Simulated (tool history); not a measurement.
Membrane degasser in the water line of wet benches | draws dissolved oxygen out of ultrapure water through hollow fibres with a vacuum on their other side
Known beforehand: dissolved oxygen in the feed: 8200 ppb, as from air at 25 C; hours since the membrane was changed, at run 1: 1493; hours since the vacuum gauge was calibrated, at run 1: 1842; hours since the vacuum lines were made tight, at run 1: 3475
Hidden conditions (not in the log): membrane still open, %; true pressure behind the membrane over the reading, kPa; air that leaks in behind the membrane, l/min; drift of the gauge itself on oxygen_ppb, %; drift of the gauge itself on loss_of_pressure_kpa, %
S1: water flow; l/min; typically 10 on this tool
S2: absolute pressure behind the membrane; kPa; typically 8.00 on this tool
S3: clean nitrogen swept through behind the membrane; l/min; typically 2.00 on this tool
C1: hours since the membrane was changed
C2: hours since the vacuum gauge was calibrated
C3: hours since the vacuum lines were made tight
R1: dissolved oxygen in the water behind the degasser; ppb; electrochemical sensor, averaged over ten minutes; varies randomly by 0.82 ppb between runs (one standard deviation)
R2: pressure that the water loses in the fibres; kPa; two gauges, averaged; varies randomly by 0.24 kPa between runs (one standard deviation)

run    hour  S1     S2    S3    C1    C2    C3     R1     R2
  1     0.0  10   8.00  2.00  1493  1842  3475   75.3  63.28
  2   162.1  10  10.83  2.00  1655  2004  3637  110.5  63.20
  3   363.2  10  10.83  2.00  1856  2206  3838  111.6  62.94
  4   476.4  10   8.00  2.00  1970  2319  3951   74.6  63.03
  5   655.2  10   8.00  2.00  2148  2498  4130   74.8  63.18
  6   762.9  10   8.00  2.00  2256  2605  4238   76.0  63.47
  7   986.4  10   5.94  2.00  2480  2829  4461   52.3  63.28
  8  1191.5  10   5.94  2.00  2685  3034  4666   51.4  63.56
  9  1321.3  10   5.94  2.00  2814  3164  4796   50.7  63.85
 10  1520.2  10   5.94  2.00  3013  3363  4995   51.0  63.94
     1700.9  -- seals of the vacuum lines changed
 11  1732.4  10   5.60  2.60  3223  3573    32   40.4  63.41
 12  1855.1  12   5.41  0.85  3346  3695   154  114.4  76.57
 13  2090.7  10   5.46  2.25  3582  3931   390   43.2  63.50
 14  2307.9  13  19.40  4.37  3799  4148   607  177.5  82.86

What will run 15 give?
 15  2434.1  13  19.40  4.37  3925  4274  733   ?   ?

{"run 15": {"R1": 179.2, "R2": 82.7}}
With no hidden state in the tool, this same run would have given R1 178.9 ppb, R2 81.58 kPa.

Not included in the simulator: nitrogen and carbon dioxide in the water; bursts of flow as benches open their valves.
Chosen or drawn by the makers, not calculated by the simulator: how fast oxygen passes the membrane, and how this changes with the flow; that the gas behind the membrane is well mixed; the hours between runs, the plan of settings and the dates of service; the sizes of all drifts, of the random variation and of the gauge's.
